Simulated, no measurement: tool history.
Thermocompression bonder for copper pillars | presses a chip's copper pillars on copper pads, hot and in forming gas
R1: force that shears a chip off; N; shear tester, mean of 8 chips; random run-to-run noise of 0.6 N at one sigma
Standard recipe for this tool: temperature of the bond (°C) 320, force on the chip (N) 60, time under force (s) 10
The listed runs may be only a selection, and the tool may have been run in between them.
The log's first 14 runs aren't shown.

{"run": 15, "hour": 138.6, "temperature of the bond (°C)": 320, "force on the chip (N)": 60, "time under force (s)": 10, "R1": 93.4}
{"run": 16, "hour": 147.9, "temperature of the bond (°C)": 345, "force on the chip (N)": 60, "time under force (s)": 10, "R1": 112}
{"run": 17, "hour": 158.3, "temperature of the bond (°C)": 345, "force on the chip (N)": 60, "time under force (s)": 10, "R1": 112.4}
{"run": 18, "hour": 166.9, "temperature of the bond (°C)": 320, "force on the chip (N)": 60, "time under force (s)": 10, "R1": 93}
{"run": 19, "hour": 177.7, "temperature of the bond (°C)": 320, "force on the chip (N)": 60, "time under force (s)": 10, "R1": 92.8}
{"run": 20, "hour": 185.2, "temperature of the bond (°C)": 320, "force on the chip (N)": 60, "time under force (s)": 10, "R1": 93.1}
{"run": 21, "hour": 200.3, "temperature of the bond (°C)": 338, "force on the chip (N)": 60, "time under force (s)": 17, "R1": 119.6}
{"run": 22, "hour": 211.5, "temperature of the bond (°C)": 309, "force on the chip (N)": 64, "time under force (s)": 29, "R1": 114.7}
{"run": 23, "hour": 218.2, "temperature of the bond (°C)": 340, "force on the chip (N)": 60, "time under force (s)": 10, "R1": 106.7}
{"run": 24, "hour": 232.1, "temperature of the bond (°C)": 324, "force on the chip (N)": 55, "time under force (s)": 7, "R1": 81.7}
{"run": 25, "hour": 240.0, "temperature of the bond (°C)": 328, "force on the chip (N)": 62, "time under force (s)": 16, "R1": 112.9}
{"run": 26, "hour": 248.8, "temperature of the bond (°C)": 328, "force on the chip (N)": 62, "time under force (s)": 16, "R1": 112.9}
{"run": 27, "hour": 263.2, "temperature of the bond (°C)": 323, "force on the chip (N)": 43, "time under force (s)": 10, "R1": 80.5}
{"run": 28, "hour": 270.2, "temperature of the bond (°C)": 323, "force on the chip (N)": 43, "time under force (s)": 10, "R1": 79.2}
{"run": 29, "hour": 283.0, "temperature of the bond (°C)": 323, "force on the chip (N)": 43, "time under force (s)": 10, "R1": 79.5}
{"run": 30, "hour": 296.3, "temperature of the bond (°C)": 322, "force on the chip (N)": 58, "time under force (s)": 10, "R1": 91.7}
{"run": 31, "hour": 303.6, "temperature of the bond (°C)": 319, "force on the chip (N)": 63, "time under force (s)": 5, "R1": 74.4}
{"run": 32, "hour": 312.5, "temperature of the bond (°C)": 337, "force on the chip (N)": 78, "time under force (s)": 10, "R1": 115.5}
{"hour": 325.8, "done": "forming gas filter changed"}
{"run": 33, "hour": 327.6, "temperature of the bond (°C)": 320, "force on the chip (N)": 43, "time under force (s)": 7, "R1": 72.5}
{"run": 34, "hour": 338.4, "temperature of the bond (°C)": 321, "force on the chip (N)": 45, "time under force (s)": 6, "R1": 70.2}
{"run": 35, "hour": 351.1, "temperature of the bond (°C)": 311, "force on the chip (N)": 73, "time under force (s)": 10, "R1": 98.5}
{"run": 36, "hour": 361.5, "temperature of the bond (°C)": 320, "force on the chip (N)": 60, "time under force (s)": 5, "R1": 77.1}
{"run": 37, "hour": 376.0, "temperature of the bond (°C)": 336, "force on the chip (N)": 60, "time under force (s)": 15, "R1": 120.5}

Predict each of these 4 candidate next runs independently; none follows another, all start after run 37:
{"run": "A", "hour": 384.6, "temperature of the bond (°C)": 299, "force on the chip (N)": 87, "time under force (s)": 9, "R1": "?"}
{"run": "B", "hour": 384.6, "temperature of the bond (°C)": 320, "force on the chip (N)": 39, "time under force (s)": 9, "R1": "?"}
{"run": "C", "hour": 384.6, "temperature of the bond (°C)": 336, "force on the chip (N)": 61, "time under force (s)": 15, "R1": "?"}
{"run": "D", "hour": 384.6, "temperature of the bond (°C)": 320, "force on the chip (N)": 39, "time under force (s)": 10, "R1": "?"}

run=A R1=92.3
run=B R1=73.8
run=C R1=121.2
run=D R1=76.3
With no hidden state in the tool, these same runs would have given:
run=A R1=94
run=B R1=75.5
run=C R1=123.4
run=D R1=78

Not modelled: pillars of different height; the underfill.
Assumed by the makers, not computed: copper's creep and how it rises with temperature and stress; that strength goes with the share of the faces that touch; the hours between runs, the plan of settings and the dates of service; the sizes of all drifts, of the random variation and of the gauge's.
